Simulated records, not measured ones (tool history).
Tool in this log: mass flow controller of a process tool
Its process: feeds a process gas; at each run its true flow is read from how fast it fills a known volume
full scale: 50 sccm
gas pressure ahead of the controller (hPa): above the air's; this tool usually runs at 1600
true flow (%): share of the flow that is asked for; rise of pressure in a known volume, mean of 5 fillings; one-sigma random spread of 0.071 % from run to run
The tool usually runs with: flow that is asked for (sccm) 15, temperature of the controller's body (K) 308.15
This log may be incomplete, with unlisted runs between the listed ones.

run	hour	flow that is asked for (sccm)	gas pressure ahead of the controller (hPa)	temperature of the controller's body (K)	true flow (%)
1	0.0	15	1600	308.15	101.95
2	349.7	15	1600	308.15	101.80
3	665.2	15	1820	308.15	102.23
4	830.8	15	1820	308.15	102.17
5	994.4	15	1820	308.15	102.18
6	1305.4	15	1600	308.15	102.20
7	1703.0	15	1600	308.15	102.12
8	1904.4	15	1600	308.15	102.22
# hour 1935.5: controller's zero set anew
9	2249.9	15	1600	308.15	104.61
10	2439.1	15	1600	308.15	104.62
11	2686.5	15	1600	308.15	104.71
12	3029.5	15	1600	308.15	104.76
# hour 3246.5: controller's zero set anew, once more
13	3420.2	15	1600	308.15	98.89
14	3822.0	6	1600	296.15	98.30
15	4025.2	19	1630	298.15	98.36
16	4392.7	19	1630	298.15	98.44
17	4744.4	8	1580	298.15	98.80
18	4955.7	8	1580	298.15	98.92
19	5294.1	10	2290	297.15	99.33
20	5621.6	16	2290	297.15	98.99
21	5797.3	10	1510	297.15	98.87

Consider 5 possible next runs. They are alternatives, not a sequence: every one starts from the tool as it was left by run 21. What does each give?
A	6007.5	9	2270	307.15	?
B	6007.5	25	1600	302.15	?
C	6007.5	15	2230	296.15	?
D	6007.5	10	1600	308.15	?
E	6007.5	14	1600	293.15	?

run	true flow (%)
A	100.23
B	98.67
C	98.94
D	99.76
E	98.46
With the hidden condition removed and each run's random variation left untouched, the same runs would have given:
run	true flow (%)
A	100.43
B	99.82
C	99.73
D	100.11
E	99.19
